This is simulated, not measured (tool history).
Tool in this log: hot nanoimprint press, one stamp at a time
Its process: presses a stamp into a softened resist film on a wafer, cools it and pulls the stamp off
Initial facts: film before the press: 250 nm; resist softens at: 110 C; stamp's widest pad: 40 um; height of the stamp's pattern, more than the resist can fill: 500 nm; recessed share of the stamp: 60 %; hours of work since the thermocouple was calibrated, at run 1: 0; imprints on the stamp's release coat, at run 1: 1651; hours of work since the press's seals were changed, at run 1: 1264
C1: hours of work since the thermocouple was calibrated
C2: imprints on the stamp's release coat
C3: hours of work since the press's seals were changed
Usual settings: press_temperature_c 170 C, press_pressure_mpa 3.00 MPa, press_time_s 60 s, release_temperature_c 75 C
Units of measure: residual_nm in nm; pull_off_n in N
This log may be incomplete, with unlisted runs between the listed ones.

run 1 day=0.000 | press_temperature_c=170 press_pressure_mpa=3.00 press_time_s=60 release_temperature_c=75 | C1=0 C2=1651 C3=1264 | residual_nm=108.4 pull_off_n=132
-- day=1.517 press's hydraulic seals changed and the load cell set to zero
run 2 day=2.025 | press_temperature_c=170 press_pressure_mpa=3.00 press_time_s=60 release_temperature_c=66 | C1=30 C2=1802 C3=9 | residual_nm=105.5 pull_off_n=155
-- day=3.208 stamp cleaned and given a new release coat
run 3 day=3.554 | press_temperature_c=170 press_pressure_mpa=3.00 press_time_s=60 release_temperature_c=75 | C1=52 C2=32 C3=31 | residual_nm=105.0 pull_off_n=98
run 4 day=4.992 | press_temperature_c=170 press_pressure_mpa=3.00 press_time_s=60 release_temperature_c=75 | C1=77 C2=160 C3=56 | residual_nm=103.1 pull_off_n=99
run 5 day=6.250 | press_temperature_c=170 press_pressure_mpa=4.09 press_time_s=60 release_temperature_c=75 | C1=99 C2=272 C3=78 | residual_nm=87.7 pull_off_n=98
run 6 day=7.983 | press_temperature_c=170 press_pressure_mpa=4.09 press_time_s=60 release_temperature_c=75 | C1=129 C2=427 C3=109 | residual_nm=85.8 pull_off_n=106
run 7 day=9.308 | press_temperature_c=170 press_pressure_mpa=4.09 press_time_s=60 release_temperature_c=75 | C1=153 C2=546 C3=132 | residual_nm=86.8 pull_off_n=107
run 8 day=10.275 | press_temperature_c=170 press_pressure_mpa=4.09 press_time_s=60 release_temperature_c=75 | C1=169 C2=632 C3=149 | residual_nm=87.2 pull_off_n=108
-- day=10.571 plate thermocouple calibrated
run 9 day=11.671 | press_temperature_c=170 press_pressure_mpa=4.09 press_time_s=60 release_temperature_c=75 | C1=19 C2=746 C3=171 | residual_nm=83.9 pull_off_n=114
run 10 day=13.083 | press_temperature_c=170 press_pressure_mpa=3.00 press_time_s=60 release_temperature_c=75 | C1=44 C2=872 C3=196 | residual_nm=101.9 pull_off_n=118
run 11 day=14.371 | press_temperature_c=170 press_pressure_mpa=3.00 press_time_s=60 release_temperature_c=81 | C1=66 C2=987 C3=218 | residual_nm=101.6 pull_off_n=106
-- day=15.992 plate thermocouple calibrated, once more
run 12 day=16.225 | press_temperature_c=170 press_pressure_mpa=3.00 press_time_s=60 release_temperature_c=75 | C1=4 C2=1142 C3=248 | residual_nm=105.7 pull_off_n=121
run 13 day=18.138 | press_temperature_c=170 press_pressure_mpa=3.00 press_time_s=70 release_temperature_c=75 | C1=38 C2=1313 C3=282 | residual_nm=98.7 pull_off_n=125
run 14 day=19.917 | press_temperature_c=170 press_pressure_mpa=3.00 press_time_s=60 release_temperature_c=75 | C1=69 C2=1472 C3=313 | residual_nm=103.7 pull_off_n=131
run 15 day=20.875 | press_temperature_c=170 press_pressure_mpa=3.00 press_time_s=60 release_temperature_c=75 | C1=85 C2=1557 C3=330 | residual_nm=104.6 pull_off_n=125
run 16 day=22.883 | press_temperature_c=170 press_pressure_mpa=3.00 press_time_s=73 release_temperature_c=73 | C1=121 C2=1737 C3=365 | residual_nm=96.3 pull_off_n=136
run 17 day=23.938 | press_temperature_c=158 press_pressure_mpa=2.02 press_time_s=36 release_temperature_c=64 | C1=139 C2=1831 C3=383 | residual_nm=204.5 pull_off_n=157
-- day=24.904 stamp cleaned and given a new release coat
run 18 day=25.904 | press_temperature_c=170 press_pressure_mpa=2.92 press_time_s=60 release_temperature_c=70 | C1=169 C2=89 C3=413 | residual_nm=104.2 pull_off_n=106
run 19 day=27.296 | press_temperature_c=170 press_pressure_mpa=2.92 press_time_s=60 release_temperature_c=70 | C1=193 C2=214 C3=438 | residual_nm=103.5 pull_off_n=111
run 20 day=28.250 | press_temperature_c=176 press_pressure_mpa=4.30 press_time_s=111 release_temperature_c=63 | C1=210 C2=299 C3=454 | residual_nm=53.2 pull_off_n=124
run 21 day=29.829 | press_temperature_c=176 press_pressure_mpa=4.30 press_time_s=33 release_temperature_c=79 | C1=238 C2=440 C3=482 | residual_nm=82.1 pull_off_n=95
run 22 day=31.150 | press_temperature_c=160 press_pressure_mpa=2.66 press_time_s=70 release_temperature_c=79 | C1=261 C2=558 C3=505 | residual_nm=151.1 pull_off_n=99
run 23 day=32.692 | press_temperature_c=176 press_pressure_mpa=2.77 press_time_s=38 release_temperature_c=79 | C1=288 C2=696 C3=532 | residual_nm=100.7 pull_off_n=99
run 24 day=33.617 | press_temperature_c=176 press_pressure_mpa=2.77 press_time_s=38 release_temperature_c=79 | C1=304 C2=779 C3=548 | residual_nm=99.6 pull_off_n=100
run 25 day=35.042 | press_temperature_c=176 press_pressure_mpa=2.77 press_time_s=38 release_temperature_c=79 | C1=329 C2=906 C3=573 | residual_nm=99.5 pull_off_n=105
run 26 day=36.167 | press_temperature_c=166 press_pressure_mpa=2.77 press_time_s=38 release_temperature_c=69 | C1=348 C2=1007 C3=593 | residual_nm=138.7 pull_off_n=126
run 27 day=37.025 | press_temperature_c=170 press_pressure_mpa=3.00 press_time_s=60 release_temperature_c=80 | C1=363 C2=1084 C3=608 | residual_nm=100.4 pull_off_n=104
run 28 day=37.992 | press_temperature_c=170 press_pressure_mpa=3.00 press_time_s=60 release_temperature_c=80 | C1=380 C2=1170 C3=625 | residual_nm=100.6 pull_off_n=104
run 29 day=38.833 | press_temperature_c=170 press_pressure_mpa=2.56 press_time_s=54 release_temperature_c=75 | C1=395 C2=1245 C3=639 | residual_nm=112.6 pull_off_n=117

Below are 3 alternative next runs, each starting from the tool's condition after run 29. Predict each:
run A day=40.471 | press_temperature_c=170 press_pressure_mpa=3.42 press_time_s=54 release_temperature_c=75 | C1=424 C2=1391 C3=668 | residual_nm=? pull_off_n=?
run B day=40.471 | press_temperature_c=170 press_pressure_mpa=1.80 press_time_s=60 release_temperature_c=62 | C1=424 C2=1391 C3=668 | residual_nm=? pull_off_n=?
run C day=40.471 | press_temperature_c=167 press_pressure_mpa=4.19 press_time_s=60 release_temperature_c=75 | C1=424 C2=1391 C3=668 | residual_nm=? pull_off_n=?

run=A residual_nm=96.1 pull_off_n=121
run=B residual_nm=131.3 pull_off_n=146
run=C residual_nm=93.8 pull_off_n=118
Without the tool's hidden state the same runs would have given:
run=A residual_nm=99.3 pull_off_n=97
run=B residual_nm=136.8 pull_off_n=116
run=C residual_nm=96.6 pull_off_n=94

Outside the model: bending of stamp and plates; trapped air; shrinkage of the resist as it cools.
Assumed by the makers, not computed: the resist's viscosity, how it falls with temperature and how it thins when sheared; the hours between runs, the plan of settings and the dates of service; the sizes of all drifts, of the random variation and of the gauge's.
